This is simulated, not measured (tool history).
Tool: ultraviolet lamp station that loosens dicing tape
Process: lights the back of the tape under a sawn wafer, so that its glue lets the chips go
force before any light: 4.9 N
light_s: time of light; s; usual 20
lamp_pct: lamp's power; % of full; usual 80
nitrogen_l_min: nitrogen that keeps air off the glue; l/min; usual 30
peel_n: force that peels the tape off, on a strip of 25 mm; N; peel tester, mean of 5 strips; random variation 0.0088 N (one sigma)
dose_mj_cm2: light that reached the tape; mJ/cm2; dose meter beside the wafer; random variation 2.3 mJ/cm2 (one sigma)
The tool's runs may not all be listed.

{"run": 1, "hour": 0.0, "light_s": 20, "lamp_pct": 80, "nitrogen_l_min": 30, "peel_n": 0.442, "dose_mj_cm2": 209}
{"run": 2, "hour": 11.4, "light_s": 20, "lamp_pct": 80, "nitrogen_l_min": 29, "peel_n": 0.455, "dose_mj_cm2": 208}
{"run": 3, "hour": 19.9, "light_s": 20, "lamp_pct": 80, "nitrogen_l_min": 29, "peel_n": 0.454, "dose_mj_cm2": 205}
{"run": 4, "hour": 27.9, "light_s": 16, "lamp_pct": 80, "nitrogen_l_min": 30, "peel_n": 0.732, "dose_mj_cm2": 162}
{"run": 5, "hour": 35.5, "light_s": 20, "lamp_pct": 80, "nitrogen_l_min": 30, "peel_n": 0.444, "dose_mj_cm2": 208}
{"run": 6, "hour": 48.6, "light_s": 20, "lamp_pct": 80, "nitrogen_l_min": 44, "peel_n": 0.399, "dose_mj_cm2": 207}
{"run": 7, "hour": 61.1, "light_s": 20, "lamp_pct": 80, "nitrogen_l_min": 30, "peel_n": 0.48, "dose_mj_cm2": 203}
{"run": 8, "hour": 72.7, "light_s": 20, "lamp_pct": 80, "nitrogen_l_min": 30, "peel_n": 0.48, "dose_mj_cm2": 203}
{"run": 9, "hour": 87.9, "light_s": 20, "lamp_pct": 80, "nitrogen_l_min": 30, "peel_n": 0.489, "dose_mj_cm2": 203}
{"run": 10, "hour": 102.7, "light_s": 20, "lamp_pct": 80, "nitrogen_l_min": 30, "peel_n": 0.491, "dose_mj_cm2": 203}
{"run": 11, "hour": 114.8, "light_s": 20, "lamp_pct": 80, "nitrogen_l_min": 30, "peel_n": 0.507, "dose_mj_cm2": 201}
{"run": 12, "hour": 130.4, "light_s": 29, "lamp_pct": 80, "nitrogen_l_min": 30, "peel_n": 0.223, "dose_mj_cm2": 282}
{"run": 13, "hour": 143.6, "light_s": 29, "lamp_pct": 80, "nitrogen_l_min": 30, "peel_n": 0.226, "dose_mj_cm2": 284}
{"run": 14, "hour": 156.3, "light_s": 22, "lamp_pct": 80, "nitrogen_l_min": 14, "peel_n": 0.618, "dose_mj_cm2": 215}
{"run": 15, "hour": 168.9, "light_s": 22, "lamp_pct": 80, "nitrogen_l_min": 14, "peel_n": 0.611, "dose_mj_cm2": 212}
{"run": 16, "hour": 179.6, "light_s": 13, "lamp_pct": 72, "nitrogen_l_min": 14, "peel_n": 1.534, "dose_mj_cm2": 112}
{"run": 17, "hour": 193.2, "light_s": 14, "lamp_pct": 87, "nitrogen_l_min": 45, "peel_n": 0.747, "dose_mj_cm2": 146}
{"run": 18, "hour": 209.2, "light_s": 17, "lamp_pct": 62, "nitrogen_l_min": 29, "peel_n": 1.134, "dose_mj_cm2": 127}
{"run": 19, "hour": 224.7, "light_s": 17, "lamp_pct": 61, "nitrogen_l_min": 9, "peel_n": 1.624, "dose_mj_cm2": 124}
{"run": 20, "hour": 235.9, "light_s": 17, "lamp_pct": 61, "nitrogen_l_min": 9, "peel_n": 1.632, "dose_mj_cm2": 123}
{"run": 21, "hour": 250.3, "light_s": 17, "lamp_pct": 65, "nitrogen_l_min": 16, "peel_n": 1.306, "dose_mj_cm2": 127}
{"run": 22, "hour": 262.2, "light_s": 21, "lamp_pct": 65, "nitrogen_l_min": 13, "peel_n": 1.06, "dose_mj_cm2": 159}
{"run": 23, "hour": 278.7, "light_s": 10, "lamp_pct": 65, "nitrogen_l_min": 13, "peel_n": 2.319, "dose_mj_cm2": 79}

Forecast each of these 4 alternatives for the next run:
{"run": "A", "hour": 289.8, "light_s": 20, "lamp_pct": 80, "nitrogen_l_min": 35, "peel_n": "?", "dose_mj_cm2": "?"}
{"run": "B", "hour": 289.8, "light_s": 26, "lamp_pct": 70, "nitrogen_l_min": 14, "peel_n": "?", "dose_mj_cm2": "?"}
{"run": "C", "hour": 289.8, "light_s": 14, "lamp_pct": 81, "nitrogen_l_min": 25, "peel_n": "?", "dose_mj_cm2": "?"}
{"run": "D", "hour": 289.8, "light_s": 32, "lamp_pct": 65, "nitrogen_l_min": 21, "peel_n": "?", "dose_mj_cm2": "?"}

run=A peel_n=0.494 dose_mj_cm2=187
run=B peel_n=0.614 dose_mj_cm2=210
run=C peel_n=1.071 dose_mj_cm2=135
run=D peel_n=0.376 dose_mj_cm2=247
Without the tool's hidden state the same runs would have given:
run=A peel_n=0.321 dose_mj_cm2=229
run=B peel_n=0.408 dose_mj_cm2=258
run=C peel_n=0.774 dose_mj_cm2=165
run=D peel_n=0.241 dose_mj_cm2=302
